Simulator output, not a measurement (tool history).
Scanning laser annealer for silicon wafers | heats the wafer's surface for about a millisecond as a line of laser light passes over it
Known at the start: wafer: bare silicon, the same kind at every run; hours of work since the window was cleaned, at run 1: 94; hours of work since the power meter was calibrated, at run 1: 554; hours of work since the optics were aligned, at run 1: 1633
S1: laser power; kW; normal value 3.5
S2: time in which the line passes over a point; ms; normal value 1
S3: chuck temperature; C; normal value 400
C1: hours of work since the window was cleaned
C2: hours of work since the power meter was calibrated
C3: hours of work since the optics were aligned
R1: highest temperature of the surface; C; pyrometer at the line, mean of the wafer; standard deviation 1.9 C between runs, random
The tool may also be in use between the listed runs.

{"run": 1, "day": 0.0, "S1": 3.5, "S2": 1, "S3": 400, "C1": 94, "C2": 554, "C3": 1633, "R1": 1128}
{"run": 2, "day": 3.033, "S1": 3.705, "S2": 1, "S3": 400, "C1": 126, "C2": 586, "C3": 1665, "R1": 1169}
{"run": 3, "day": 6.329, "S1": 3.705, "S2": 1, "S3": 400, "C1": 161, "C2": 621, "C3": 1701, "R1": 1168}
{"run": 4, "day": 9.146, "S1": 3.5, "S2": 1, "S3": 400, "C1": 191, "C2": 651, "C3": 1731, "R1": 1125}
{"run": 5, "day": 11.158, "S1": 3.5, "S2": 1, "S3": 400, "C1": 213, "C2": 673, "C3": 1752, "R1": 1129}
{"run": 6, "day": 15.217, "S1": 3.5, "S2": 1, "S3": 400, "C1": 256, "C2": 716, "C3": 1796, "R1": 1126}
{"run": 7, "day": 17.604, "S1": 3.772, "S2": 1, "S3": 400, "C1": 282, "C2": 742, "C3": 1821, "R1": 1185}
{"run": 8, "day": 21.1, "S1": 3.5, "S2": 1, "S3": 400, "C1": 319, "C2": 779, "C3": 1858, "R1": 1123}
{"run": 9, "day": 23.642, "S1": 3.5, "S2": 1, "S3": 400, "C1": 346, "C2": 806, "C3": 1886, "R1": 1125}
{"day": 25.312, "done": "optics aligned, line set to its width"}
{"run": 10, "day": 26.458, "S1": 3.239, "S2": 1, "S3": 400, "C1": 374, "C2": 834, "C3": 12, "R1": 1072}
{"run": 11, "day": 28.338, "S1": 3.258, "S2": 1.2, "S3": 402, "C1": 394, "C2": 854, "C3": 32, "R1": 1147}
{"run": 12, "day": 30.875, "S1": 3.5, "S2": 1.16, "S3": 400, "C1": 421, "C2": 881, "C3": 59, "R1": 1187}
{"run": 13, "day": 33.112, "S1": 3.644, "S2": 0.95, "S3": 392, "C1": 445, "C2": 905, "C3": 83, "R1": 1125}

What does the tool deliver on the next run?
{"run": 14, "day": 37.225, "S1": 3.01, "S2": 1.09, "S3": 430, "C1": 489, "C2": 949, "C3": 127, "R1": "?"}

Run 14 yielded R1 1078 C.
Were there no unlogged condition in the tool, this run, its random variation unchanged, would have produced R1 1078 C.

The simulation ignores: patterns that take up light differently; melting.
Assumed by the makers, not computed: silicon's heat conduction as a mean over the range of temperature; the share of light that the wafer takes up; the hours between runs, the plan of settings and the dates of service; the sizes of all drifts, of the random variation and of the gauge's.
